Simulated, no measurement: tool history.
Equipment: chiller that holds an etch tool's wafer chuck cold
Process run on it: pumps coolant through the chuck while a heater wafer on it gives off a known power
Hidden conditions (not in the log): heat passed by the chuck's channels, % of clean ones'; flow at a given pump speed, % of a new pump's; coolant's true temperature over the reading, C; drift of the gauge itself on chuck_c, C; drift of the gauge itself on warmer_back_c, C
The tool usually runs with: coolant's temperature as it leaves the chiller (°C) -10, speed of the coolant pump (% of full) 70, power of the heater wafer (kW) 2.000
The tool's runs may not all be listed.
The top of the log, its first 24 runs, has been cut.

run,hour,coolant's temperature as it leaves the chiller (°C),speed of the coolant pump (% of full),power of the heater wafer (kW),hours since the coolant was changed and the channels were flushed,hours since the pump was overhauled,hours since the chiller's thermometer was calibrated,chuck's temperature once it has settled (°C),how much warmer the coolant comes back (C)
25,3384.3,-14,70,1.303,1727,4360,2473,-3.3,3.76
26,3493.2,-1,70,2.000,1836,4469,2582,14.9,5.75
27,3643.1,-1,70,2.000,1986,4618,2732,14.9,5.78
28,3791.6,-10,70,1.206,2135,4767,2881,0.1,3.49
29,3884.2,-10,65,1.399,2227,4860,2973,2.0,4.45
30,3980.7,-10,65,1.399,2324,4956,3070,2.3,4.43
31,4095.6,-10,65,1.399,2439,5071,3185,2.3,4.42
32,4207.2,-10,95,2.000,2550,5182,3296,3.9,4.20

What if the next run were any one of these 3? Each begins from the tool's condition after run 32:
# hour 4221.1: chiller's thermometer calibrated
# hour 4268.9: coolant pump overhauled
# hour 4304.7: coolant changed, channels flushed
A,4359.7,-9,95,2.000,55,85,128,?,?
# hour 4221.1: chiller's thermometer calibrated
# hour 4268.9: coolant pump overhauled
# hour 4304.7: coolant changed, channels flushed
B,4359.7,-10,70,2.384,55,85,128,?,?
# hour 4221.1: chiller's thermometer calibrated
# hour 4268.9: coolant pump overhauled
# hour 4304.7: coolant changed, channels flushed
C,4359.7,-5,75,2.000,55,85,128,?,?

run,chuck's temperature once it has settled (°C),how much warmer the coolant comes back (C)
A,2.3,3.74
B,6.3,6.12
C,8.2,4.81
Without the tool's unlogged condition, the same runs would have read:
run,chuck's temperature once it has settled (°C),how much warmer the coolant comes back (C)
A,2.1,3.73
B,6.1,6.10
C,8.0,4.79
